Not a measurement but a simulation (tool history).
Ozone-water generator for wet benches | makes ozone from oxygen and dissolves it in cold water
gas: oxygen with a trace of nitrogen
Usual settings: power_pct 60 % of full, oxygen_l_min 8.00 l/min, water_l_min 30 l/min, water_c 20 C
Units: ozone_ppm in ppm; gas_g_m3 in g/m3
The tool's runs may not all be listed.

Run 1, day 0.000: usual settings. Result: ozone_ppm 12.8 ppm, gas_g_m3 148.4 g/m3.
Run 2, day 4.146: usual settings but power_pct 48 % of full. Result: ozone_ppm 10.3 ppm, gas_g_m3 122.1 g/m3.
Run 3, day 6.725: usual settings but power_pct 48 % of full. Result: ozone_ppm 10.4 ppm, gas_g_m3 122.0 g/m3.
Run 4, day 8.917: usual settings but power_pct 48 % of full. Result: ozone_ppm 10.2 ppm, gas_g_m3 123.2 g/m3.
Run 5, day 12.808: usual settings but power_pct 59 % of full. Result: ozone_ppm 12.5 ppm, gas_g_m3 147.3 g/m3.
Run 6, day 15.988: usual settings but water_l_min 25 l/min. Result: ozone_ppm 14.7 ppm, gas_g_m3 147.8 g/m3.
Run 7, day 20.712: usual settings. Result: ozone_ppm 12.6 ppm, gas_g_m3 149.2 g/m3.
Run 8, day 23.800: usual settings. Result: ozone_ppm 12.9 ppm, gas_g_m3 149.1 g/m3.
Run 9, day 25.921: usual settings. Result: ozone_ppm 12.7 ppm, gas_g_m3 149.6 g/m3.
Run 10, day 28.996: usual settings. Result: ozone_ppm 12.6 ppm, gas_g_m3 149.0 g/m3.
Run 11, day 31.042: usual settings but oxygen_l_min 9.40 l/min. Result: ozone_ppm 12.7 ppm, gas_g_m3 137.2 g/m3.
Run 12, day 34.550: usual settings but oxygen_l_min 9.40 l/min, water_l_min 39 l/min. Result: ozone_ppm 10.0 ppm, gas_g_m3 138.4 g/m3.
Run 13, day 38.179: usual settings but oxygen_l_min 9.40 l/min, water_l_min 39 l/min. Result: ozone_ppm 9.7 ppm, gas_g_m3 136.3 g/m3.
Run 14, day 42.742: usual settings but oxygen_l_min 9.40 l/min, water_l_min 39 l/min. Result: ozone_ppm 10.1 ppm, gas_g_m3 136.6 g/m3.
Run 15, day 46.438: usual settings but oxygen_l_min 10.26 l/min. Result: ozone_ppm 12.6 ppm, gas_g_m3 130.2 g/m3.
Run 16, day 49.242: usual settings but oxygen_l_min 10.26 l/min. Result: ozone_ppm 12.6 ppm, gas_g_m3 132.2 g/m3.
Run 17, day 53.079: usual settings but oxygen_l_min 10.26 l/min. Result: ozone_ppm 12.6 ppm, gas_g_m3 131.6 g/m3.
Run 18, day 57.167: usual settings but power_pct 54 % of full, water_c 17 C. Result: ozone_ppm 12.1 ppm, gas_g_m3 135.5 g/m3.
Run 19, day 59.888: usual settings but power_pct 54 % of full, water_l_min 38 l/min, water_c 17 C. Result: ozone_ppm 9.4 ppm, gas_g_m3 136.1 g/m3.
Run 20, day 64.438: usual settings but power_pct 55 % of full, oxygen_l_min 11.41 l/min, water_l_min 38 l/min, water_c 13 C. Result: ozone_ppm 10.7 ppm, gas_g_m3 115.8 g/m3.
Run 21, day 68.979: usual settings but power_pct 55 % of full, oxygen_l_min 11.41 l/min, water_l_min 38 l/min, water_c 13 C. Result: ozone_ppm 10.5 ppm, gas_g_m3 116.2 g/m3.
Run 22, day 73.738: usual settings but power_pct 55 % of full, oxygen_l_min 11.41 l/min, water_l_min 38 l/min, water_c 13 C. Result: ozone_ppm 10.5 ppm, gas_g_m3 115.5 g/m3.
Run 23, day 76.508: usual settings but water_l_min 23 l/min. Result: ozone_ppm 16.1 ppm, gas_g_m3 148.0 g/m3.
Run 24, day 79.404: usual settings but power_pct 54 % of full, oxygen_l_min 5.21 l/min, water_l_min 18 l/min, water_c 16 C. Result: ozone_ppm 19.1 ppm, gas_g_m3 168.2 g/m3.
Run 25, day 82.642: usual settings but oxygen_l_min 12.15 l/min. Result: ozone_ppm 12.5 ppm, gas_g_m3 120.0 g/m3.
Run 26, day 86.775: usual settings but oxygen_l_min 12.15 l/min, water_l_min 25 l/min, water_c 12 C. Result: ozone_ppm 16.7 ppm, gas_g_m3 121.7 g/m3.
Run 27, day 90.621: usual settings but oxygen_l_min 9.33 l/min, water_c 28 C. Result: ozone_ppm 11.1 ppm, gas_g_m3 137.1 g/m3.
Run 28, day 93.312: usual settings but oxygen_l_min 7.91 l/min, water_l_min 31 l/min, water_c 28 C. Result: ozone_ppm 10.9 ppm, gas_g_m3 149.2 g/m3.
Run 29, day 96.412: usual settings but oxygen_l_min 7.91 l/min, water_l_min 31 l/min, water_c 28 C. Result: ozone_ppm 10.9 ppm, gas_g_m3 150.4 g/m3.
Run 30, day 99.467: usual settings but oxygen_l_min 6.77 l/min, water_l_min 24 l/min, water_c 13 C. Result: ozone_ppm 16.8 ppm, gas_g_m3 162.8 g/m3.
Run 31, day 102.833: usual settings but power_pct 50 % of full, oxygen_l_min 14.19 l/min, water_l_min 26 l/min, water_c 23 C. Result: ozone_ppm 10.8 ppm, gas_g_m3 94.5 g/m3.
Run 32, day 106.962: usual settings but power_pct 50 % of full, oxygen_l_min 14.19 l/min, water_l_min 26 l/min, water_c 23 C. Result: ozone_ppm 10.8 ppm, gas_g_m3 94.2 g/m3.
At day 109.258: water thermometer calibrated.
Run 33, day 111.242: usual settings but power_pct 42 % of full, oxygen_l_min 14.19 l/min, water_l_min 26 l/min, water_c 12 C. Result: ozone_ppm 11.6 ppm, gas_g_m3 80.9 g/m3.

Forecast each of these 4 alternatives for the next run:
Run A, day 115.838: usual settings but power_pct 42 % of full, oxygen_l_min 6.41 l/min, water_l_min 26 l/min, water_c 25 C. Result: ozone_ppm ?, gas_g_m3 ?.
Run B, day 115.838: usual settings but power_pct 72 % of full, oxygen_l_min 14.19 l/min, water_l_min 25 l/min, water_c 13 C. Result: ozone_ppm ?, gas_g_m3 ?.
Run C, day 115.838: usual settings but power_pct 42 % of full, oxygen_l_min 14.19 l/min, water_l_min 31 l/min, water_c 14 C. Result: ozone_ppm ?, gas_g_m3 ?.
Run D, day 115.838: usual settings but power_pct 73 % of full, oxygen_l_min 6.37 l/min, water_l_min 26 l/min, water_c 12 C. Result: ozone_ppm ?, gas_g_m3 ?.

run  ozone_ppm  gas_g_m3
  A        9.6     122.7
  B       19.1     129.3
  C        9.8      81.1
  D       18.8     198.8
Without the tool's hidden state the same runs would have given:
run  ozone_ppm  gas_g_m3
  A        9.6     122.8
  B       19.2     129.4
  C        9.9      81.2
  D       18.9     198.9
